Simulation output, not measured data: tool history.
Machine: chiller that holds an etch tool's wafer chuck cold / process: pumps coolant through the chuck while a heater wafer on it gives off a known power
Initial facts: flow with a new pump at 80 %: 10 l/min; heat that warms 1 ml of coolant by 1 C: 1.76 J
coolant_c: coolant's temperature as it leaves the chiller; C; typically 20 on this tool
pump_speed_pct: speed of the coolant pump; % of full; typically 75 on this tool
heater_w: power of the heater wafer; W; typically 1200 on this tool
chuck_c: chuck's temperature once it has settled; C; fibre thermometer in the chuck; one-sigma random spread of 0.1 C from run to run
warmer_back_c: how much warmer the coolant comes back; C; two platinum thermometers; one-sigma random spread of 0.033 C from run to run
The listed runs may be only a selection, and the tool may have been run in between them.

| run | hour | coolant_c | pump_speed_pct | heater_w | chuck_c | warmer_back_c |
|---|---|---|---|---|---|---|
| 1 | 0.0 | 20 | 75 | 1200 | 31.5 | 4.41 |
| 2 | 29.5 | 20 | 75 | 1200 | 31.5 | 4.39 |
| 3 | 54.1 | 20 | 75 | 1200 | 31.6 | 4.44 |
| 4 | 81.5 | 29 | 75 | 1200 | 40.6 | 4.43 |
| 5 | 101.0 | 27 | 75 | 1200 | 38.8 | 4.41 |
| 6 | 115.1 | 27 | 75 | 1200 | 38.6 | 4.43 |
| 7 | 142.2 | 27 | 75 | 1200 | 38.6 | 4.45 |
| 8 | 161.9 | 20 | 75 | 1200 | 31.7 | 4.42 |
| 9 | 188.1 | 20 | 75 | 806 | 27.9 | 3.00 |
| 10 | 211.6 | 20 | 75 | 1200 | 31.5 | 4.42 |
| 11 | 240.9 | 20 | 75 | 1200 | 31.6 | 4.44 |
| 12 | 266.3 | 20 | 75 | 1200 | 31.6 | 4.42 |
| 13 | 299.0 | 20 | 75 | 1200 | 31.7 | 4.42 |
| 14 | 317.2 | 20 | 83 | 1200 | 30.9 | 3.98 |
| 15 | 349.2 | 20 | 75 | 1200 | 31.7 | 4.52 |
| 16 | 379.5 | 20 | 75 | 1423 | 34.0 | 5.35 |
| 17 | 404.8 | 20 | 75 | 1423 | 34.0 | 5.27 |
| 18 | 434.8 | 20 | 75 | 1423 | 33.9 | 5.33 |
|  | 438.0 | chiller's thermometer calibrated |
| 19 | 460.2 | 26 | 73 | 1115 | 37.1 | 4.31 |
| 20 | 491.3 | 14 | 73 | 1585 | 29.8 | 6.12 |
| 21 | 516.6 | 19 | 67 | 692 | 26.3 | 2.91 |
| 22 | 530.7 | 16 | 76 | 1054 | 26.4 | 3.87 |
| 23 | 565.1 | 11 | 84 | 1366 | 23.0 | 4.54 |
| 24 | 587.4 | 20 | 75 | 1200 | 31.7 | 4.52 |
|  | 607.3 | chiller's thermometer calibrated, once more |
| 25 | 608.5 | 20 | 75 | 1200 | 32.1 | 4.46 |
| 26 | 640.9 | 20 | 75 | 910 | 29.4 | 3.40 |
| 27 | 673.4 | 19 | 65 | 1555 | 36.8 | 6.88 |
| 28 | 702.9 | 11 | 94 | 792 | 17.5 | 2.28 |
| 29 | 737.0 | 13 | 85 | 1611 | 27.5 | 5.24 |
| 30 | 764.2 | 13 | 85 | 1611 | 27.6 | 5.18 |
| 31 | 781.4 | 22 | 65 | 826 | 31.5 | 3.68 |
| 32 | 815.3 | 22 | 65 | 826 | 31.6 | 3.62 |

Some steps in chuck_c between neighbouring runs. How much of each would the tool show without its hidden state too (settings, what came in, random variation), and how much is left for the hidden state, with any gauge scatter that isn't in both results?
Unlogged tool condition in this case: heat passed by the chuck's channels, % of clean ones'; flow at a given pump speed, % of a new pump's; coolant's true temperature over the reading, C; drift of the gauge itself on chuck_c, C; drift of the gauge itself on warmer_back_c, C.
Run 3 -> 4: coolant_c 20 -> 29. chuck_c +9.0 C: hidden state +0.0, all else +9.0.
Run 20 -> 21: coolant_c 14 -> 19, pump_speed_pct 73 -> 67, heater_w 1585 -> 692. chuck_c -3.5 C: hidden state -0.5, all else -3.0.
Run 24 -> 25: chiller's thermometer calibrated, once more. chuck_c +0.4 C: hidden state +0.6, all else -0.2.
Run 27 -> 28: coolant_c 19 -> 11, pump_speed_pct 65 -> 94, heater_w 1555 -> 792. chuck_c -19.3 C: hidden state -0.5, all else -18.8.
Run 28 -> 29: coolant_c 11 -> 13, pump_speed_pct 94 -> 85, heater_w 792 -> 1611. chuck_c +10.0 C: hidden state +0.4, all else +9.6.

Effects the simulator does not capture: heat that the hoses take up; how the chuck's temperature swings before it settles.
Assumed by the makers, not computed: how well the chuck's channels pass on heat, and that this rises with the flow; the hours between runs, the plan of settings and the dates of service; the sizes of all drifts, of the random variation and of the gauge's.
